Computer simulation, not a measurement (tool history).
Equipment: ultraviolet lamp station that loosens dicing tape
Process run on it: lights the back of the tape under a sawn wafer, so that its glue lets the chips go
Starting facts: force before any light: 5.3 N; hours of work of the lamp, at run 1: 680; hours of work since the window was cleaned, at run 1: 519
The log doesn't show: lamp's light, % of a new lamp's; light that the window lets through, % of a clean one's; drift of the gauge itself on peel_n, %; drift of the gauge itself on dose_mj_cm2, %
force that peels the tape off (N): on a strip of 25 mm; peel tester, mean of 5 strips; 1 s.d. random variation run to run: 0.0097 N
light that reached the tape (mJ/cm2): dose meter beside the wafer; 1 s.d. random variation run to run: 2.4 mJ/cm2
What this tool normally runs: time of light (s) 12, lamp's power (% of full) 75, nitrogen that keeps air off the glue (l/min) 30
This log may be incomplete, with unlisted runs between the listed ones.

| run | hour | time of light (s) | lamp's power (% of full) | nitrogen that keeps air off the glue (l/min) | hours of work of the lamp | hours of work since the window was cleaned | force that peels the tape off (N) | light that reached the tape (mJ/cm2) |
|---|---|---|---|---|---|---|---|---|
| 1 | 0.0 | 12 | 75 | 30 | 680 | 519 | 0.895 | 185 |
| 2 | 40.1 | 9 | 75 | 30 | 706 | 546 | 1.410 | 133 |
|  | 64.0 | window cleaned of glue's vapour |
| 3 | 74.2 | 6 | 75 | 30 | 729 | 7 | 1.997 | 95 |
|  | 121.3 | lamp changed |
| 4 | 140.5 | 6 | 75 | 30 | 13 | 50 | 1.348 | 131 |
| 5 | 170.8 | 6 | 75 | 30 | 33 | 70 | 1.408 | 131 |
| 6 | 220.6 | 6 | 75 | 30 | 66 | 103 | 1.467 | 131 |
| 7 | 271.7 | 6 | 75 | 30 | 99 | 137 | 1.501 | 130 |
| 8 | 333.4 | 6 | 75 | 9 | 140 | 177 | 2.533 | 124 |
| 9 | 387.0 | 7 | 75 | 30 | 176 | 213 | 1.252 | 141 |
| 10 | 442.8 | 7 | 75 | 30 | 212 | 250 | 1.306 | 138 |
| 11 | 496.6 | 7 | 75 | 30 | 248 | 285 | 1.349 | 137 |
| 12 | 561.2 | 12 | 75 | 30 | 291 | 328 | 0.577 | 230 |
| 13 | 603.8 | 23 | 78 | 42 | 319 | 356 | 0.152 | 445 |
| 14 | 661.7 | 12 | 79 | 30 | 357 | 394 | 0.575 | 230 |
| 15 | 689.7 | 12 | 79 | 30 | 375 | 413 | 0.582 | 229 |
| 16 | 731.9 | 12 | 79 | 30 | 403 | 441 | 0.614 | 225 |
| 17 | 773.2 | 9 | 79 | 13 | 431 | 468 | 1.664 | 168 |
| 18 | 818.5 | 9 | 88 | 10 | 461 | 498 | 1.724 | 184 |
| 19 | 867.5 | 9 | 88 | 10 | 493 | 530 | 1.729 | 178 |
|  | 916.3 | window cleaned of glue's vapour |
| 20 | 924.0 | 13 | 74 | 14 | 530 | 5 | 1.058 | 224 |
| 21 | 987.9 | 13 | 74 | 14 | 572 | 47 | 1.093 | 219 |
| 22 | 1027.6 | 13 | 74 | 14 | 598 | 73 | 1.156 | 218 |
| 23 | 1083.1 | 12 | 98 | 20 | 635 | 110 | 0.654 | 254 |
| 24 | 1143.3 | 12 | 98 | 20 | 675 | 150 | 0.724 | 245 |

Hidden condition of the tool, last listed run before each entry between runs versus first listed run after:
Run 2 -> run 3: window cleaned of glue's vapour (hour 64.0)
  lamp's light, % of a new lamp's: 69.6 -> 68.7; light that the window lets through, % of a clean one's: 93.7 -> 99
  what was measured, less what the result would be without the hidden state, force that peels the tape off (N): +0.676 -> +0.693; light that reached the tape (mJ/cm2): -71 -> -44
Run 3 -> run 4: lamp changed (hour 121.3)
  lamp's light, % of a new lamp's: 68.7 -> 98.9; light that the window lets through, % of a clean one's: 99 -> 98.6
  what was measured, less what the result would be without the hidden state, force that peels the tape off (N): +0.693 -> +0.044; light that reached the tape (mJ/cm2): -44 -> -4
Run 19 -> run 20: window cleaned of glue's vapour (hour 916.3)
  lamp's light, % of a new lamp's: 78.5 -> 76.8; light that the window lets through, % of a clean one's: 93.5 -> 99.6
  what was measured, less what the result would be without the hidden state, force that peels the tape off (N): +0.548 -> +0.375; light that reached the tape (mJ/cm2): -64 -> -69
